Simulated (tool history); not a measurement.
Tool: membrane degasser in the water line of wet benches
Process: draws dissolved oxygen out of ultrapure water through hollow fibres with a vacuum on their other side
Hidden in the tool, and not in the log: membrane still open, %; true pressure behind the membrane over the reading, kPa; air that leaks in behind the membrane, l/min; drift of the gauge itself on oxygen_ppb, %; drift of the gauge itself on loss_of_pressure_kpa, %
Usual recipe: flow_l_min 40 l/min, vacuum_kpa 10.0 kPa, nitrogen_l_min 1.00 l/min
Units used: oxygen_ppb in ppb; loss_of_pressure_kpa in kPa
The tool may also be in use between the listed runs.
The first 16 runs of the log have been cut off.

run	hour	flow_l_min	vacuum_kpa	nitrogen_l_min	hours since the membrane was changed	hours since the vacuum gauge was calibrated	hours since the vacuum lines were made tight	oxygen_ppb	loss_of_pressure_kpa
17	680.0	37	10.0	1.00	1314	1314	11525	515.2	46.36
18	729.5	31	11.1	1.00	1364	1364	11575	508.3	38.91
19	797.7	31	11.1	1.00	1432	1432	11643	506.1	38.90
20	837.6	40	6.2	0.73	1472	1472	11683	336.5	50.55
21	868.6	29	10.3	1.00	1503	1503	11714	434.6	36.60
22	916.0	29	7.0	1.00	1550	1550	11761	245.6	36.32
23	962.2	31	14.3	1.00	1596	1596	11807	697.0	39.28
24	995.3	52	10.0	1.00	1629	1629	11840	692.3	66.12
25	1026.6	29	10.0	1.00	1661	1661	11872	415.1	36.77
26	1086.8	51	10.0	1.00	1721	1721	11932	683.4	64.19
27	1128.0	28	6.3	0.65	1762	1762	11973	274.9	35.21
# hour 1168.0: seals of the vacuum lines changed
28	1188.8	28	6.3	0.65	1821	1821	21	274.4	35.39
29	1218.2	60	19.8	0.79	1850	1850	50	1886.9	75.78
30	1256.6	40	7.5	1.00	1889	1889	89	373.6	50.34
31	1305.0	40	10.0	2.06	1937	1937	137	325.2	50.83
32	1362.7	40	10.0	0.60	1995	1995	195	780.8	50.67

Predict each of these 3 candidate next runs independently; none follows another, all start after run 32:
A	1405.0	37	6.8	1.45	2037	2037	237	?	?
B	1405.0	52	16.4	1.33	2037	2037	237	?	?
C	1405.0	42	13.7	1.46	2037	2037	237	?	?

run	oxygen_ppb	loss_of_pressure_kpa
A	226.3	46.76
B	1000.6	65.51
C	641.7	53.31
The same runs, with their run-to-run variation unchanged, on a tool lacking any hidden condition would have given:
run	oxygen_ppb	loss_of_pressure_kpa
A	221.0	46.44
B	993.7	65.05
C	636.2	52.93

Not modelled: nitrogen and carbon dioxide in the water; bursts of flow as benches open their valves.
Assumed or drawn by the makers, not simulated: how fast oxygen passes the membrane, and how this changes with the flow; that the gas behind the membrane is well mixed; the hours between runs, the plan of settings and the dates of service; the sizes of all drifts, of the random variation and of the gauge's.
